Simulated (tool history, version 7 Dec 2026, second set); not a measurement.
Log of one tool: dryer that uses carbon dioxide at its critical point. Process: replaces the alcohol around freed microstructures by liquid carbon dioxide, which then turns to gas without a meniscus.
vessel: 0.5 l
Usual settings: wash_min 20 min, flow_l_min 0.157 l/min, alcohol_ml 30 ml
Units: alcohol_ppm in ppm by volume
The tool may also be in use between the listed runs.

{"run": 1, "hour": 0.0, "wash_min": 20, "flow_l_min": 0.157, "alcohol_ml": 30, "alcohol_ppm": 487}
{"run": 2, "hour": 24.3, "wash_min": 20, "flow_l_min": 0.157, "alcohol_ml": 30, "alcohol_ppm": 499}
{"run": 3, "hour": 48.3, "wash_min": 20, "flow_l_min": 0.157, "alcohol_ml": 30, "alcohol_ppm": 512}
{"run": 4, "hour": 71.7, "wash_min": 20, "flow_l_min": 0.157, "alcohol_ml": 30, "alcohol_ppm": 515}
{"run": 5, "hour": 93.0, "wash_min": 20, "flow_l_min": 0.123, "alcohol_ml": 30, "alcohol_ppm": 1298}
{"run": 6, "hour": 105.1, "wash_min": 20, "flow_l_min": 0.157, "alcohol_ml": 30, "alcohol_ppm": 566}
{"run": 7, "hour": 122.9, "wash_min": 20, "flow_l_min": 0.157, "alcohol_ml": 30, "alcohol_ppm": 567}
{"run": 8, "hour": 148.9, "wash_min": 20, "flow_l_min": 0.109, "alcohol_ml": 30, "alcohol_ppm": 1966}
{"run": 9, "hour": 163.8, "wash_min": 20, "flow_l_min": 0.109, "alcohol_ml": 30, "alcohol_ppm": 2022}
{"run": 10, "hour": 187.9, "wash_min": 20, "flow_l_min": 0.109, "alcohol_ml": 30, "alcohol_ppm": 2070}
{"run": 11, "hour": 199.9, "wash_min": 20, "flow_l_min": 0.157, "alcohol_ml": 37, "alcohol_ppm": 711}
{"run": 12, "hour": 212.0, "wash_min": 20, "flow_l_min": 0.157, "alcohol_ml": 37, "alcohol_ppm": 700}
{"run": 13, "hour": 228.9, "wash_min": 20, "flow_l_min": 0.157, "alcohol_ml": 37, "alcohol_ppm": 726}
{"run": 14, "hour": 242.0, "wash_min": 20, "flow_l_min": 0.157, "alcohol_ml": 37, "alcohol_ppm": 749}
{"run": 15, "hour": 259.2, "wash_min": 20, "flow_l_min": 0.157, "alcohol_ml": 37, "alcohol_ppm": 765}
{"run": 16, "hour": 286.3, "wash_min": 20, "flow_l_min": 0.157, "alcohol_ml": 37, "alcohol_ppm": 780}
{"run": 17, "hour": 313.0, "wash_min": 14, "flow_l_min": 0.157, "alcohol_ml": 30, "alcohol_ppm": 2365}
{"hour": 324.7, "done": "purifier's bed changed"}
{"run": 18, "hour": 327.3, "wash_min": 14, "flow_l_min": 0.157, "alcohol_ml": 30, "alcohol_ppm": 2154}
{"run": 19, "hour": 346.9, "wash_min": 14, "flow_l_min": 0.157, "alcohol_ml": 30, "alcohol_ppm": 2158}
{"hour": 359.1, "done": "inlet filter changed"}
{"run": 20, "hour": 368.4, "wash_min": 14, "flow_l_min": 0.157, "alcohol_ml": 30, "alcohol_ppm": 1437}
{"run": 21, "hour": 392.0, "wash_min": 20, "flow_l_min": 0.153, "alcohol_ml": 30, "alcohol_ppm": 345}
{"run": 22, "hour": 405.4, "wash_min": 20, "flow_l_min": 0.153, "alcohol_ml": 30, "alcohol_ppm": 350}
{"run": 23, "hour": 420.3, "wash_min": 20, "flow_l_min": 0.157, "alcohol_ml": 30, "alcohol_ppm": 315}
{"run": 24, "hour": 435.5, "wash_min": 20, "flow_l_min": 0.157, "alcohol_ml": 30, "alcohol_ppm": 317}
{"run": 25, "hour": 449.3, "wash_min": 17, "flow_l_min": 0.16, "alcohol_ml": 84, "alcohol_ppm": 1808}
{"run": 26, "hour": 476.4, "wash_min": 24, "flow_l_min": 0.184, "alcohol_ml": 62, "alcohol_ppm": 106}
{"run": 27, "hour": 491.7, "wash_min": 24, "flow_l_min": 0.184, "alcohol_ml": 62, "alcohol_ppm": 104}
{"run": 28, "hour": 504.3, "wash_min": 24, "flow_l_min": 0.184, "alcohol_ml": 62, "alcohol_ppm": 103}
{"run": 29, "hour": 516.5, "wash_min": 21, "flow_l_min": 0.174, "alcohol_ml": 87, "alcohol_ppm": 449}
{"run": 30, "hour": 540.4, "wash_min": 14, "flow_l_min": 0.149, "alcohol_ml": 34, "alcohol_ppm": 2210}
{"run": 31, "hour": 565.3, "wash_min": 16, "flow_l_min": 0.219, "alcohol_ml": 37, "alcohol_ppm": 289}
{"run": 32, "hour": 591.7, "wash_min": 16, "flow_l_min": 0.219, "alcohol_ml": 29, "alcohol_ppm": 242}
{"run": 33, "hour": 613.2, "wash_min": 28, "flow_l_min": 0.255, "alcohol_ml": 30, "alcohol_ppm": 34}
{"run": 34, "hour": 638.1, "wash_min": 20, "flow_l_min": 0.094, "alcohol_ml": 30, "alcohol_ppm": 2778}
{"run": 35, "hour": 650.3, "wash_min": 17, "flow_l_min": 0.177, "alcohol_ml": 30, "alcohol_ppm": 534}
{"run": 36, "hour": 677.4, "wash_min": 17, "flow_l_min": 0.157, "alcohol_ml": 103, "alcohol_ppm": 2959}
{"run": 37, "hour": 699.8, "wash_min": 28, "flow_l_min": 0.212, "alcohol_ml": 64, "alcohol_ppm": 45}
{"run": 38, "hour": 716.8, "wash_min": 20, "flow_l_min": 0.205, "alcohol_ml": 71, "alcohol_ppm": 280}
{"run": 39, "hour": 744.2, "wash_min": 21, "flow_l_min": 0.205, "alcohol_ml": 71, "alcohol_ppm": 226}
{"run": 40, "hour": 771.7, "wash_min": 22, "flow_l_min": 0.115, "alcohol_ml": 71, "alcohol_ppm": 2677}
{"run": 41, "hour": 788.1, "wash_min": 22, "flow_l_min": 0.115, "alcohol_ml": 71, "alcohol_ppm": 2745}
{"run": 42, "hour": 807.4, "wash_min": 22, "flow_l_min": 0.115, "alcohol_ml": 71, "alcohol_ppm": 2704}
{"run": 43, "hour": 827.5, "wash_min": 30, "flow_l_min": 0.11, "alcohol_ml": 61, "alcohol_ppm": 768}
{"run": 44, "hour": 845.9, "wash_min": 17, "flow_l_min": 0.099, "alcohol_ml": 61, "alcohol_ppm": 8844}
{"run": 45, "hour": 872.2, "wash_min": 24, "flow_l_min": 0.157, "alcohol_ml": 32, "alcohol_ppm": 261}
{"run": 46, "hour": 889.4, "wash_min": 14, "flow_l_min": 0.214, "alcohol_ml": 71, "alcohol_ppm": 1600}

3 ways to go on from here, each from the tool as it stands after run 46. What would each give?
{"run": "A", "hour": 910.9, "wash_min": 14, "flow_l_min": 0.259, "alcohol_ml": 30, "alcohol_ppm": "?"}
{"run": "B", "hour": 910.9, "wash_min": 22, "flow_l_min": 0.147, "alcohol_ml": 20, "alcohol_ppm": "?"}
{"run": "C", "hour": 910.9, "wash_min": 17, "flow_l_min": 0.214, "alcohol_ml": 71, "alcohol_ppm": "?"}

run=A alcohol_ppm=334
run=B alcohol_ppm=349
run=C alcohol_ppm=672
Without the tool's hidden state the same runs would have given:
run=A alcohol_ppm=136
run=B alcohol_ppm=156
run=C alcohol_ppm=307
